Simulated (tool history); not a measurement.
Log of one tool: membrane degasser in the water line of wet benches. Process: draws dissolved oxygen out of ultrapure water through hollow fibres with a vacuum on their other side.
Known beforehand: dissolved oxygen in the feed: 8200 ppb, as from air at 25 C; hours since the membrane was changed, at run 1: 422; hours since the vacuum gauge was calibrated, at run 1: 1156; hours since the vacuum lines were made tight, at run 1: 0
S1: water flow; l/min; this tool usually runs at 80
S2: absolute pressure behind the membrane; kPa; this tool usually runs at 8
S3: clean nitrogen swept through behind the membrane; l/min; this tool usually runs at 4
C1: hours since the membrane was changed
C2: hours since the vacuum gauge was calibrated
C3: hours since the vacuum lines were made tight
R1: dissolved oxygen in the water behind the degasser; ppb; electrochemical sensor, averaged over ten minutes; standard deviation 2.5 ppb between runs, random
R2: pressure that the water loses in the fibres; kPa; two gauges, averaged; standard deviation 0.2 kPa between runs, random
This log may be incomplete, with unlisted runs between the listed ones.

run,hour,S1,S2,S3,C1,C2,C3,R1,R2
1,0,80,8,4,422,1156,0,258.4,45.32
2,97.7,80,8,4,520,1254,98,261.2,45.57
3,177.5,80,8,4,599,1333,178,255.4,45.29
4,247.5,80,8,1.65,669,1403,248,475.7,45.41
5,296.7,80,8,1.65,719,1453,297,483.4,45.17
6,339.5,80,8.05,4,761,1495,340,254.6,45.52
7,383.8,80,4.89,4,806,1540,384,125.3,45.31
8,475.9,80,4.89,4,898,1632,476,122.6,45.45
9,571.9,80,8,11.48,994,1728,572,126.2,45.33
10,670.4,80,5.87,4,1092,1826,670,166.6,45.09
11,726.8,74,5.87,4,1149,1883,727,146.7,42.51
12,775.1,74,5.87,4,1197,1931,775,144.4,41.77
13,833.2,82,5.87,4,1255,1989,833,173.5,46.96
14,878.7,89,10.68,4,1301,2035,879,421.6,50.24
15,936.6,50,8,4,1358,2093,937,144.3,28.51
16,1006,80,8,1.97,1428,2162,1006,424.5,45.87
17,1107.6,80,8,1.97,1529,2264,1108,419.3,45.59
18,1159.3,80,8,1.97,1581,2315,1159,421.8,45.58
19,1233.5,75,8,1.65,1655,2389,1233,444.6,42.79
20,1316.5,75,8,1.65,1738,2472,1317,451.8,42.61
21,1409.3,80,19.26,2.47,1831,2565,1409,1047,45.49

4 options for the next run, each taken on its own from the tool as it stands now. Forecast them:
A,1509.7,99,5.01,8.58,1932,2666,1510,?,?
B,1509.7,79,17.65,2.72,1932,2666,1510,?,?
C,1509.7,80,7.89,4,1932,2666,1510,?,?
D,1509.7,61,19.26,8.46,1932,2666,1510,?,?

run,R1,R2
A,158.7,56.19
B,854.9,45.16
C,253.4,45.43
D,283,34.83
The same runs, with their run-to-run variation unchanged, on a tool lacking any hidden condition would have given:
run,R1,R2
A,151.7,55.65
B,847.7,44.73
C,246.9,45
D,280.3,34.5

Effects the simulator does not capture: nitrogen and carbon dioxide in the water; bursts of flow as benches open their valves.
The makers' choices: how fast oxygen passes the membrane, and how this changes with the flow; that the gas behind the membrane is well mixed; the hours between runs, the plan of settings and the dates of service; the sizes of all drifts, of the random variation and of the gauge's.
